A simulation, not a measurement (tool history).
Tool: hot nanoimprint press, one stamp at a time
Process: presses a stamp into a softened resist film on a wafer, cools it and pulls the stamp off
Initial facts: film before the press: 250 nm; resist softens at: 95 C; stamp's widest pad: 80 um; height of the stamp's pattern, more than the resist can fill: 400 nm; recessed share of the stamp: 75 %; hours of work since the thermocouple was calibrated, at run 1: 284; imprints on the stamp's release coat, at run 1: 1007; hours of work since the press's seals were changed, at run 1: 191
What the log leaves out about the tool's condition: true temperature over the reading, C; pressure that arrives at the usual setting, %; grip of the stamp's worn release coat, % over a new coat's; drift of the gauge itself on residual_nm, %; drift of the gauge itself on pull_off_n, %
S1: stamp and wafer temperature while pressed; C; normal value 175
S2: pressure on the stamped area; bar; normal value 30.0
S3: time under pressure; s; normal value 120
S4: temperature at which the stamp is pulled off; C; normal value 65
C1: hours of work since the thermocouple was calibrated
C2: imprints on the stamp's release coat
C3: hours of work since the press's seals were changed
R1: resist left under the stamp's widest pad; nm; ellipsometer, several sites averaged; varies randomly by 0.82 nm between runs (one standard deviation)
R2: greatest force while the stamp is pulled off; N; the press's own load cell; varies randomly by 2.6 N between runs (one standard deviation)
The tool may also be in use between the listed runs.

run 1 day=0.000 | S1=175 S2=30.0 S3=120 S4=65 | C1=284 C2=1007 C3=191 | R1=113.2 R2=141
run 2 day=1.433 | S1=175 S2=30.0 S3=120 S4=65 | C1=306 C2=1125 C3=214 | R1=114.4 R2=150
run 3 day=2.971 | S1=175 S2=30.0 S3=120 S4=65 | C1=330 C2=1251 C3=238 | R1=112.7 R2=151
run 4 day=4.858 | S1=175 S2=30.0 S3=120 S4=65 | C1=359 C2=1406 C3=267 | R1=114.6 R2=156
run 5 day=5.958 | S1=175 S2=30.0 S3=120 S4=65 | C1=377 C2=1496 C3=284 | R1=113.4 R2=157
-- day=7.104 stamp cleaned and given a new release coat
run 6 day=7.271 | S1=175 S2=30.0 S3=120 S4=65 | C1=393 C2=13 C3=301 | R1=114.4 R2=119
run 7 day=9.096 | S1=175 S2=30.0 S3=120 S4=65 | C1=422 C2=163 C3=329 | R1=115.3 R2=126
run 8 day=10.208 | S1=175 S2=30.0 S3=120 S4=65 | C1=439 C2=254 C3=346 | R1=114.9 R2=125
run 9 day=11.900 | S1=175 S2=30.0 S3=120 S4=65 | C1=465 C2=393 C3=373 | R1=116.2 R2=129
run 10 day=13.275 | S1=175 S2=30.0 S3=120 S4=65 | C1=487 C2=506 C3=394 | R1=116.0 R2=131
run 11 day=14.629 | S1=175 S2=30.0 S3=120 S4=65 | C1=508 C2=617 C3=415 | R1=115.3 R2=136
run 12 day=16.433 | S1=175 S2=30.0 S3=120 S4=65 | C1=536 C2=765 C3=443 | R1=116.6 R2=137
run 13 day=18.392 | S1=175 S2=30.0 S3=120 S4=65 | C1=566 C2=926 C3=474 | R1=115.6 R2=142
-- day=19.388 plate thermocouple calibrated
run 14 day=20.133 | S1=175 S2=30.0 S3=120 S4=65 | C1=12 C2=1059 C3=499 | R1=120.8 R2=147
run 15 day=22.025 | S1=175 S2=30.0 S3=120 S4=65 | C1=41 C2=1214 C3=529 | R1=121.0 R2=151
run 16 day=23.971 | S1=175 S2=30.0 S3=120 S4=65 | C1=71 C2=1374 C3=559 | R1=122.0 R2=155
run 17 day=25.121 | S1=170 S2=34.0 S3=198 S4=58 | C1=89 C2=1468 C3=577 | R1=121.1 R2=177
-- day=26.633 stamp cleaned and given a new release coat
run 18 day=27.104 | S1=179 S2=40.6 S3=108 S4=55 | C1=116 C2=39 C3=604 | R1=92.4 R2=138
run 19 day=28.692 | S1=175 S2=18.3 S3=120 S4=69 | C1=141 C2=169 C3=629 | R1=152.8 R2=122
-- day=29.875 press's hydraulic seals changed and the load cell set to zero
-- day=30.246 plate thermocouple calibrated, once more
run 20 day=30.950 | S1=175 S2=18.3 S3=120 S4=69 | C1=11 C2=317 C3=15 | R1=136.4 R2=118
run 21 day=32.658 | S1=175 S2=18.3 S3=120 S4=69 | C1=38 C2=457 C3=41 | R1=137.6 R2=121
run 22 day=34.533 | S1=175 S2=18.3 S3=120 S4=69 | C1=67 C2=611 C3=71 | R1=138.2 R2=122
run 23 day=35.392 | S1=175 S2=18.3 S3=71 S4=69 | C1=80 C2=681 C3=84 | R1=160.4 R2=126
run 24 day=36.821 | S1=175 S2=18.3 S3=71 S4=69 | C1=103 C2=799 C3=106 | R1=159.8 R2=121
run 25 day=38.371 | S1=181 S2=18.3 S3=82 S4=58 | C1=127 C2=926 C3=130 | R1=123.9 R2=155
run 26 day=40.150 | S1=175 S2=30.0 S3=172 S4=56 | C1=154 C2=1072 C3=158 | R1=95.0 R2=164
run 27 day=41.442 | S1=175 S2=30.0 S3=172 S4=56 | C1=175 C2=1178 C3=178 | R1=95.1 R2=159
run 28 day=42.254 | S1=175 S2=25.0 S3=172 S4=56 | C1=187 C2=1245 C3=191 | R1=107.3 R2=164
run 29 day=44.088 | S1=175 S2=35.7 S3=221 S4=56 | C1=216 C2=1395 C3=220 | R1=79.5 R2=169

Below are 4 alternative next runs, each starting from the tool's condition after run 29. Predict each:
run A day=46.004 | S1=175 S2=30.0 S3=120 S4=57 | C1=246 C2=1552 C3=249 | R1=? R2=?
run B day=46.004 | S1=175 S2=35.7 S3=104 S4=58 | C1=246 C2=1552 C3=249 | R1=? R2=?
run C day=46.004 | S1=181 S2=19.7 S3=221 S4=56 | C1=246 C2=1552 C3=249 | R1=? R2=?
run D day=46.004 | S1=175 S2=40.4 S3=65 S4=65 | C1=246 C2=1552 C3=249 | R1=? R2=?

run=A R1=110.6 R2=175
run=B R1=105.6 R2=171
run=C R1=84.8 R2=182
run=D R1=118.7 R2=143
What these runs would have given with no unlogged condition in the tool:
run=A R1=108.1 R2=135
run=B R1=103.0 R2=132
run=C R1=83.1 R2=140
run=D R1=115.9 R2=110
